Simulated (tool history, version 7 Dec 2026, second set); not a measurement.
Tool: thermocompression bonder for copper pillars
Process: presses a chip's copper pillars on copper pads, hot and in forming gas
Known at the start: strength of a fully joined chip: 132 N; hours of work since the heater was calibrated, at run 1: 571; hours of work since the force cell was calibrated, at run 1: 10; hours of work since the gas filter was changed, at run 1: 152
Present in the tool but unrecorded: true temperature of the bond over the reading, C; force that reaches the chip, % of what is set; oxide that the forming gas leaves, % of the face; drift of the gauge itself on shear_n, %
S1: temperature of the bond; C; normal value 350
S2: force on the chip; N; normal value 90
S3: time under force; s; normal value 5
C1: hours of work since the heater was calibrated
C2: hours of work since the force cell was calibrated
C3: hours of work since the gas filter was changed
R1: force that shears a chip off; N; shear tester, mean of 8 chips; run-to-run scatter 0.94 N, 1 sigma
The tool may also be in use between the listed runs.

Run 1, hour 0.0: usual settings; C1 571; C2 10; C3 152. Result: R1 76.1 N.
Run 2, hour 8.9: usual settings; C1 575; C2 15; C3 157. Result: R1 73.7 N.
Run 3, hour 17.7: usual settings; C1 580; C2 19; C3 161. Result: R1 75.1 N.
Run 4, hour 31.4: usual settings but S2 111 N; C1 587; C2 26; C3 168. Result: R1 84.0 N.
Run 5, hour 44.3: usual settings but S2 111 N, S3 3 s; C1 594; C2 33; C3 175. Result: R1 70.8 N.
Run 6, hour 59.1: usual settings but S1 360 C; C1 601; C2 41; C3 183. Result: R1 81.5 N.
Run 7, hour 69.8: usual settings; C1 607; C2 46; C3 188. Result: R1 72.7 N.
Run 8, hour 79.8: usual settings; C1 612; C2 51; C3 193. Result: R1 71.7 N.
Run 9, hour 90.3: usual settings but S3 13 s; C1 618; C2 57; C3 199. Result: R1 94.4 N.
Run 10, hour 101.8: usual settings but S3 13 s; C1 624; C2 63; C3 205. Result: R1 93.0 N.
Run 11, hour 115.6: usual settings; C1 631; C2 70; C3 212. Result: R1 72.4 N.
Run 12, hour 125.1: usual settings; C1 636; C2 75; C3 217. Result: R1 71.9 N.
Run 13, hour 139.5: usual settings; C1 643; C2 82; C3 224. Result: R1 71.4 N.
Run 14, hour 151.1: usual settings; C1 649; C2 88; C3 230. Result: R1 70.9 N.
Run 15, hour 157.4: usual settings but S2 55 N; C1 653; C2 92; C3 234. Result: R1 51.6 N.
Run 16, hour 165.3: usual settings but S2 55 N; C1 657; C2 96; C3 238. Result: R1 52.7 N.
Run 17, hour 174.6: usual settings but S2 55 N; C1 661; C2 101; C3 243. Result: R1 50.8 N.
Run 18, hour 188.0: usual settings but S2 55 N, S3 4 s; C1 668; C2 108; C3 250. Result: R1 46.7 N.
Run 19, hour 201.3: usual settings but S2 55 N, S3 4 s; C1 675; C2 115; C3 257. Result: R1 45.8 N.
Run 20, hour 208.8: usual settings but S3 7 s; C1 679; C2 118; C3 260. Result: R1 78.5 N.
Run 21, hour 220.2: usual settings but S1 322 C, S2 70 N, S3 11 s; C1 685; C2 124; C3 266. Result: R1 56.4 N.
Run 22, hour 232.2: usual settings but S2 60 N; C1 691; C2 131; C3 273. Result: R1 54.8 N.
Run 23, hour 239.0: usual settings but S2 60 N; C1 695; C2 134; C3 276. Result: R1 54.6 N.
Run 24, hour 253.8: usual settings but S2 60 N; C1 703; C2 142; C3 284. Result: R1 55.0 N.
Run 25, hour 264.2: usual settings but S2 60 N; C1 708; C2 147; C3 289. Result: R1 54.2 N.
Run 26, hour 271.6: usual settings; C1 712; C2 151; C3 293. Result: R1 70.7 N.
Run 27, hour 278.1: usual settings but S1 329 C, S2 107 N, S3 14 s; C1 715; C2 154; C3 296. Result: R1 85.9 N.

Alternative continuations, all from the tool just after run 27; predict every row:
Run A, hour 292.3: usual settings but S1 372 C, S2 83 N, S3 9 s; C1 723; C2 162; C3 304. Result: R1 ?.
Run B, hour 292.3: usual settings but S1 363 C, S2 94 N, S3 3 s; C1 723; C2 162; C3 304. Result: R1 ?.
Run C, hour 292.3: usual settings but S1 336 C, S2 75 N; C1 723; C2 162; C3 304. Result: R1 ?.

run    R1
  A  92.5
  B  68.9
  C  54.2
Stripped of hidden state, with their random variation kept, the same runs would have yielded:
run     R1
  A  103.5
  B   78.0
  C   62.0
